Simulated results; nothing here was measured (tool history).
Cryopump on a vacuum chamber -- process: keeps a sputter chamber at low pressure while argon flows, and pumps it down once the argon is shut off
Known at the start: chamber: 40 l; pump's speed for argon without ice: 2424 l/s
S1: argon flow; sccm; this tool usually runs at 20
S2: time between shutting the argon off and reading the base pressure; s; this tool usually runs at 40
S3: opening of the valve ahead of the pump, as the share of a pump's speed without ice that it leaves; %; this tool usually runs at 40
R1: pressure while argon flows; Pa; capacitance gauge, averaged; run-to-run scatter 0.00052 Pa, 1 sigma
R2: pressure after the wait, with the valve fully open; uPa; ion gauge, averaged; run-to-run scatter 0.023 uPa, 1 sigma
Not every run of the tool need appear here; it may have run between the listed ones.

run	hour	S1	S2	S3	R1	R2
1	0.0	20	40	40	0.0368	1.31
2	63.3	33	40	40	0.0626	1.36
3	134.3	33	40	40	0.0618	1.36
4	195.5	20	228	40	0.0380	0.95
5	248.4	28	40	40	0.0532	1.45
6	320.6	20	57	40	0.0374	1.41
7	364.5	20	30	40	0.0388	1.71
8	454.1	20	30	40	0.0381	1.70
9	512.9	20	30	40	0.0381	1.89
10	559.5	20	30	40	0.0386	1.81
# hour 611.1: pump warmed up, emptied and cooled again
11	635.1	20	40	40	0.0358	1.44
12	709.8	20	40	40	0.0347	1.46
13	751.0	20	40	40	0.0350	1.46
14	809.0	20	40	40	0.0360	1.52
15	850.0	20	22	40	0.0351	2.05
16	914.7	20	22	40	0.0359	2.06
17	1000.3	20	22	40	0.0364	2.09
18	1060.3	36	40	24	0.1074	1.71
19	1123.2	36	40	24	0.1069	1.72
20	1197.9	11	167	52	0.0152	1.31
21	1272.4	11	203	52	0.0154	1.32
22	1310.3	10	40	36	0.0200	1.82
23	1396.2	20	39	40	0.0360	1.92
24	1486.2	20	39	40	0.0373	1.84
25	1564.8	27	37	20	0.0969	2.00
26	1625.0	27	37	20	0.0966	2.04
27	1713.4	34	176	40	0.0644	1.64
28	1758.3	28	124	33	0.0628	1.74
29	1800.7	13	89	33	0.0288	1.79
30	1839.2	13	89	33	0.0304	1.77
31	1912.2	20	51	47	0.0326	2.04
32	2000.5	20	33	47	0.0332	2.33
33	2085.6	20	33	47	0.0337	2.47

Table of differences, measured result less the result of that run with no hidden state. Run-to-run variation is the same in both. Gauge scatter possibly is not:
The tool's hidden condition here consists of: pump's speed, % of a pump's without ice; cold plate's temperature, K; leak into the chamber, uPa l/s; drift of the gauge itself on working_pa, %; drift of the gauge itself on base_upa, %.
run	R1	R2
1	+0.0023	+0.62
2	+0.0041	+0.66
3	+0.0044	+0.68
4	+0.0029	+0.73
5	+0.0042	+0.77
6	+0.0032	+0.82
7	+0.0033	+0.84
8	+0.0036	+0.87
9	+0.0038	+0.94
10	+0.0039	+0.94
11	+0.0001	+0.73
12	+0.0003	+0.78
13	+0.0004	+0.80
14	+0.0005	+0.86
15	+0.0006	+0.87
16	+0.0008	+0.89
17	+0.0009	+0.94
18	+0.0020	+0.97
19	+0.0022	+1.00
20	+0.0008	+1.04
21	+0.0009	+1.08
22	+0.0008	+1.11
23	+0.0018	+1.19
24	+0.0020	+1.18
25	+0.0031	+1.27
26	+0.0032	+1.32
27	+0.0046	+1.38
28	+0.0039	+1.39
29	+0.0019	+1.42
30	+0.0019	+1.43
31	+0.0033	+1.49
32	+0.0035	+1.54
33	+0.0038	+1.65
